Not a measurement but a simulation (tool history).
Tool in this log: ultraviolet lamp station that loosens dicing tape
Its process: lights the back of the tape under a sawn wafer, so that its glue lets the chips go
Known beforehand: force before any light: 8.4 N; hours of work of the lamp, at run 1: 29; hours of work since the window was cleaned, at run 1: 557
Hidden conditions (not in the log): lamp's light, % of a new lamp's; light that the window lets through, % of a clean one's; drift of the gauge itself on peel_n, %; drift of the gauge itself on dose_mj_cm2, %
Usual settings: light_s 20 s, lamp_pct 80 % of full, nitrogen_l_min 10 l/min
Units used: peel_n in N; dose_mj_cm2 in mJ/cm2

run,hour,light_s,lamp_pct,nitrogen_l_min,hours of work of the lamp,hours of work since the window was cleaned,peel_n,dose_mj_cm2
1,0.0,20,80,10,29,557,0.507,342
2,10.0,20,80,10,33,561,0.521,346
3,33.8,20,80,10,43,571,0.497,345
4,58.1,10,80,10,53,581,1.773,171
# hour 60.0: window cleaned of glue's vapour
5,69.4,10,80,9,57,4,1.942,172
6,92.2,10,80,9,67,13,1.890,169
7,109.3,10,80,9,74,20,1.897,168
8,122.7,20,80,10,80,26,0.525,337
9,143.3,20,80,10,88,35,0.526,335
# hour 164.0: window cleaned of glue's vapour, once more
10,167.3,20,80,10,98,1,0.461,354
11,186.2,20,80,10,106,9,0.480,355
12,210.3,20,80,10,116,19,0.488,355
13,221.5,13,71,7,120,24,1.695,201

What will run 14 give?
14,238.3,24,71,4,127,31,?,?

peel_n: 0.893 N
dose_mj_cm2: 381 mJ/cm2
With no hidden state in the tool, this same run would have given peel_n 0.840 N, dose_mj_cm2 394 mJ/cm2.

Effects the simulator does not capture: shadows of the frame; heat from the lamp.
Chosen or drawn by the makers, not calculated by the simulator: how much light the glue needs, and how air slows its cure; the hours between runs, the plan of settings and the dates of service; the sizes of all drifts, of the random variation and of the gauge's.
